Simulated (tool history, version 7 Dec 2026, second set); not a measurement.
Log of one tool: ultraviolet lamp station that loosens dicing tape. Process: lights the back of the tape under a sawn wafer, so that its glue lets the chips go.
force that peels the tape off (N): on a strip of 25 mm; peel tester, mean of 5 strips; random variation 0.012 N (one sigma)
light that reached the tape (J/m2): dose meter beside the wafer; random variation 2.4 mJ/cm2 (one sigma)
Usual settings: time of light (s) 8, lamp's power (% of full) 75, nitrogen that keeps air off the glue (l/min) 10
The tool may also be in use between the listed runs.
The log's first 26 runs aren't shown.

run,day,time of light (s),lamp's power (% of full),nitrogen that keeps air off the glue (l/min),force that peels the tape off (N),light that reached the tape (J/m2)
27,23.692,15,97,14,0.237,4900
28,24.508,5,86,6,2.397,1450
29,25.712,13,85,4,0.636,3630
30,26.483,5,73,15,1.837,1180
31,27.438,8,75,7,1.388,1930
32,28.675,9,63,10,1.167,1770
33,29.946,15,69,14,0.317,3180
34,30.696,5,98,6,2.369,1470
35,32,8,91,6,1.226,2140
36,33.121,5,91,6,2.584,1350
37,34.467,7,75,3,3.169,1490
38,35.704,7,75,4,2.93,1500

5 ways to go on from here, each from the tool as it stands after run 38. What would each give?
A,36.471,5,65,4,?,?
B,36.471,5,71,4,?,?
C,36.471,8,66,17,?,?
D,36.471,14,75,10,?,?
E,36.471,8,83,10,?,?

run,force that peels the tape off (N),light that reached the tape (J/m2)
A,4.808,890
B,4.485,980
C,1.146,1500
D,0.456,2900
E,1.112,1860
Without the tool's hidden state the same runs would have given:
run,force that peels the tape off (N),light that reached the tape (J/m2)
A,3.076,1440
B,2.761,1580
C,0.451,2390
D,0.262,4660
E,0.435,2980
